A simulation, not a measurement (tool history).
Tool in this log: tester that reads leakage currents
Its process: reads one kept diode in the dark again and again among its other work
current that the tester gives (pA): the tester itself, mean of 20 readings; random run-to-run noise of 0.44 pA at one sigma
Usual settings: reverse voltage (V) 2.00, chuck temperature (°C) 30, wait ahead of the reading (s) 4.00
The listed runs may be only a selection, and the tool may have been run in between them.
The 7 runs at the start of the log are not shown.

run,hour,reverse voltage (V),chuck temperature (°C),wait ahead of the reading (s),current that the tester gives (pA)
8,638.1,2.00,41,4.00,337.20
9,706.5,2.34,30,4.00,171.85
10,792.9,2.34,30,4.00,172.21
11,923.7,2.34,30,4.00,171.58
12,1025.0,2.34,30,4.00,173.80
13,1148.0,2.49,30,4.00,180.92
14,1254.5,2.49,30,4.00,181.65
15,1356.0,2.00,30,4.00,162.06
16,1449.3,2.00,30,4.00,161.64
17,1527.1,2.00,30,4.00,163.49
18,1623.0,1.02,30,4.00,112.19
# hour 1694.6: chuck's temperature calibrated
19,1745.6,1.02,30,4.00,100.15
20,1801.0,1.02,30,4.00,100.30
21,1914.8,7.90,52,0.85,1391.57
22,2004.3,7.90,52,0.85,1394.96
23,2096.2,1.23,20,0.85,54.20
24,2169.1,2.00,30,8.69,148.44
25,2294.6,2.00,30,8.69,149.81
26,2356.2,2.00,30,8.69,149.14
27,2411.9,12.31,57,2.84,2455.70
28,2497.5,5.14,23,0.43,158.66
29,2607.3,5.14,23,0.43,159.01

Run 30 comes next. What will it give?
30,2704.2,5.14,23,0.43,?

current that the tester gives (pA): 159.96
Without the tool's hidden state the same run would have given current that the tester gives (pA) 146.71.
